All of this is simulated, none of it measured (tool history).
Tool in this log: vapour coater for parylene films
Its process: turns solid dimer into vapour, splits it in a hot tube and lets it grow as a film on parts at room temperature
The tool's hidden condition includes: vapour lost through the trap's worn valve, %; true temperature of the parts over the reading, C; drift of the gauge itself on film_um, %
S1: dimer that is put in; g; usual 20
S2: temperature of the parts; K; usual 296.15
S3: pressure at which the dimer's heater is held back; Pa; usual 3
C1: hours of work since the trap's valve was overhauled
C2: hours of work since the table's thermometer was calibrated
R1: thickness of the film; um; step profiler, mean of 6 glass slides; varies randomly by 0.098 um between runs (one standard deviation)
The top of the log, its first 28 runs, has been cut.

run 29 hour=320.9 | S1=29 S2=307.15 S3=3 | C1=397 C2=417 | R1=13.55
run 30 hour=336.1 | S1=29 S2=307.15 S3=3 | C1=405 C2=425 | R1=13.4
run 31 hour=343.9 | S1=29 S2=289.15 S3=3.75 | C1=409 C2=429 | R1=19.37
run 32 hour=355.9 | S1=20 S2=289.15 S3=4.78 | C1=415 C2=436 | R1=12.8
run 33 hour=369.1 | S1=30 S2=300.15 S3=3 | C1=422 C2=443 | R1=16.44
run 34 hour=379.8 | S1=21 S2=300.15 S3=9.35 | C1=428 C2=448 | R1=9.18
run 35 hour=391.2 | S1=21 S2=300.15 S3=9.35 | C1=434 C2=454 | R1=9.1
run 36 hour=401.6 | S1=16 S2=298.15 S3=11.01 | C1=440 C2=460 | R1=7.1
-- hour=414.1 trap's valve overhauled
run 37 hour=416.9 | S1=31 S2=297.15 S3=7.62 | C1=2 C2=466 | R1=14.97
run 38 hour=426.6 | S1=25 S2=299.15 S3=8.68 | C1=7 C2=471 | R1=11.31
run 39 hour=434.5 | S1=33 S2=292.15 S3=2.1 | C1=11 C2=475 | R1=23.31
run 40 hour=446.9 | S1=10 S2=291.15 S3=3 | C1=18 C2=482 | R1=6.63
run 41 hour=454.4 | S1=10 S2=291.15 S3=3 | C1=22 C2=486 | R1=6.81
run 42 hour=466.1 | S1=10 S2=291.15 S3=5.53 | C1=28 C2=492 | R1=5.83
run 43 hour=478.7 | S1=15 S2=293.15 S3=2.95 | C1=35 C2=499 | R1=9.54
run 44 hour=493.6 | S1=9 S2=292.15 S3=5.5 | C1=43 C2=507 | R1=5.33
run 45 hour=509.5 | S1=15 S2=308.15 S3=3 | C1=51 C2=516 | R1=6.86
run 46 hour=522.2 | S1=22 S2=296.15 S3=10.61 | C1=58 C2=522 | R1=9.99
run 47 hour=532.6 | S1=30 S2=307.15 S3=3 | C1=63 C2=528 | R1=13.83

Branching from run 47: 3 alternative next runs. What would each branch give?
run A hour=541.6 | S1=20 S2=289.15 S3=3 | C1=68 C2=533 | R1=?
run B hour=541.6 | S1=32 S2=291.15 S3=3.56 | C1=68 C2=533 | R1=?
run C hour=541.6 | S1=22 S2=291.15 S3=7.76 | C1=68 C2=533 | R1=?

run=A R1=14.25
run=B R1=20.82
run=C R1=12.31
Without the tool's hidden state the same runs would have given:
run=A R1=14.26
run=B R1=20.83
run=C R1=12.31
